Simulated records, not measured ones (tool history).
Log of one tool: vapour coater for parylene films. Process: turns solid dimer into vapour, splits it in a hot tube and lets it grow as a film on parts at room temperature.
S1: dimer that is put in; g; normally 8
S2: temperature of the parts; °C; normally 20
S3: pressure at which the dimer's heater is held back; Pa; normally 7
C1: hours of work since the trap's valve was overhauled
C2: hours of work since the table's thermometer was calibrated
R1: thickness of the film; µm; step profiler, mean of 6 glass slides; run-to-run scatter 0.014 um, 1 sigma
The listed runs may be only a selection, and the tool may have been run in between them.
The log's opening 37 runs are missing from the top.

Run 38, hour 851.8: usual settings but S2 14 °C, S3 2.33 Pa; C1 221; C2 1367. Result: R1 2.44 µm.
Run 39, hour 878.1: usual settings but S2 14 °C, S3 2.33 Pa; C1 238; C2 1384. Result: R1 2.45 µm.
Run 40, hour 910.4: usual settings but S1 13 g, S2 19 °C, S3 2.33 Pa; C1 260; C2 1406. Result: R1 3.34 µm.
Run 41, hour 931.9: usual settings but S1 13 g, S2 19 °C, S3 2.33 Pa; C1 274; C2 1420. Result: R1 3.27 µm.
Run 42, hour 953.4: usual settings but S1 6 g, S2 29 °C; C1 289; C2 1435. Result: R1 0.99 µm.
Run 43, hour 974: usual settings but S1 4 g, S2 25 °C; C1 302; C2 1448. Result: R1 0.78 µm.
Run 44, hour 991.1: usual settings but S1 4 g, S2 25 °C; C1 314; C2 1460. Result: R1 0.74 µm.
Run 45, hour 1021.7: usual settings but S1 6 g, S3 8.94 Pa; C1 334; C2 1480. Result: R1 1.29 µm.

Below are 4 alternative next runs, each starting from the tool's condition after run 45. Predict each:
Run A, hour 1050.9: usual settings but S1 6 g, S2 14 °C, S3 5.26 Pa; C1 354; C2 1500. Result: R1 ?.
Run B, hour 1050.9: usual settings but S2 26 °C, S3 8.34 Pa; C1 354; C2 1500. Result: R1 ?.
Run C, hour 1050.9: usual settings but S1 4 g, S2 17 °C, S3 2.3 Pa; C1 354; C2 1500. Result: R1 ?.
Run D, hour 1050.9: usual settings but S1 3 g, S2 21 °C; C1 354; C2 1500. Result: R1 ?.

run    R1
  A  1.63
  B  1.43
  C  1.07
  D  0.65
Take away the tool's hidden state, keep each run's random variation, and the runs would have read:
run    R1
  A  1.81
  B  1.59
  C  1.19
  D  0.72
